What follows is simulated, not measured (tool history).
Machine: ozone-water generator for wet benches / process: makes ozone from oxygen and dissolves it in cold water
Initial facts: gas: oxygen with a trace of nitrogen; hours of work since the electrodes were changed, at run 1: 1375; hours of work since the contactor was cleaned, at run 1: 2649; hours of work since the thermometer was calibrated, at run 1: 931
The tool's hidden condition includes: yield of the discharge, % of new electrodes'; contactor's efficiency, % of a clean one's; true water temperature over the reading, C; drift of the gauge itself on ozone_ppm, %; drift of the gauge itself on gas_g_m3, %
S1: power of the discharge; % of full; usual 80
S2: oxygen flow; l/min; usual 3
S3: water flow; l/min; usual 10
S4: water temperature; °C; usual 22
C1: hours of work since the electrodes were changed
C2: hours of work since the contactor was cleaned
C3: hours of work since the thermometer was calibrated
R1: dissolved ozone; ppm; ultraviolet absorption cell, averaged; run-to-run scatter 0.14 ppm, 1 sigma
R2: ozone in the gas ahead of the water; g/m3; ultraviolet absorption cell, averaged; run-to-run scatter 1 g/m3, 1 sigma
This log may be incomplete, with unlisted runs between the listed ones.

run,day,S1,S2,S3,S4,C1,C2,C3,R1,R2
1,0,80,3,10,22,1375,2649,931,14.7,168.1
2,2.529,80,3,10,22,1428,2702,984,14.7,168.2
3,4.675,80,3,10,22,1473,2747,1029,14.5,168.4
4,6.829,80,3,10,22,1518,2792,1075,14.4,166.2
5,8.208,88,3,10,22,1547,2821,1104,15.5,176.9
6,10.112,88,3,15,22,1587,2861,1144,11.1,175.3
7,12.296,88,3,15,22,1633,2907,1189,10.6,177.6
8,13.504,80,3,7,22,1658,2932,1215,18.1,166.3
9,15.229,80,3,7,22,1694,2969,1251,18.5,164.7
10,16.75,80,3,7,22,1726,3001,1283,18.5,163.2
11,18.55,77,3,10,22,1764,3038,1321,14,162.2
12,19.983,77,1.66,9,22,1794,3068,1351,13.2,193.1
13,21,78,2.65,9,16,1816,3090,1372,16.1,167.3
14,22.8,89,5.38,10,16,1853,3128,1410,17.8,145.8
15,24.629,80,3.23,14,22,1892,3166,1448,10.9,161.5
16,26.958,86,2.18,8,15,1941,3215,1497,18.1,188.4
17,28.658,46,3,10,27,1976,3251,1533,9.3,116.5
18,30.733,46,3,10,23,2020,3294,1577,9.9,116.2
19,31.892,80,3.47,10,22,2044,3319,1601,14.2,156.7
20,34.092,80,3.47,10,22,2091,3365,1647,14.2,153.8
21,36.138,58,3,10,15,2133,3408,1690,13,132.6
22,38.175,80,2.03,14,22,2176,3450,1733,9.4,182.1

What if the next run were any one of these 3? Each begins from the tool's condition after run 22:
A,40.479,72,3.88,7,22,2225,3499,1781,?,?
B,40.479,58,3,10,22,2225,3499,1781,?,?
C,40.479,80,2.03,9,22,2225,3499,1781,?,?

run,R1,R2
A,16.9,140.6
B,11.3,133
C,13.7,180.1
The same runs, with their run-to-run variation unchanged, on a tool lacking any hidden condition would have given:
run,R1,R2
A,19.7,153.2
B,13,143.3
C,16.1,197.3

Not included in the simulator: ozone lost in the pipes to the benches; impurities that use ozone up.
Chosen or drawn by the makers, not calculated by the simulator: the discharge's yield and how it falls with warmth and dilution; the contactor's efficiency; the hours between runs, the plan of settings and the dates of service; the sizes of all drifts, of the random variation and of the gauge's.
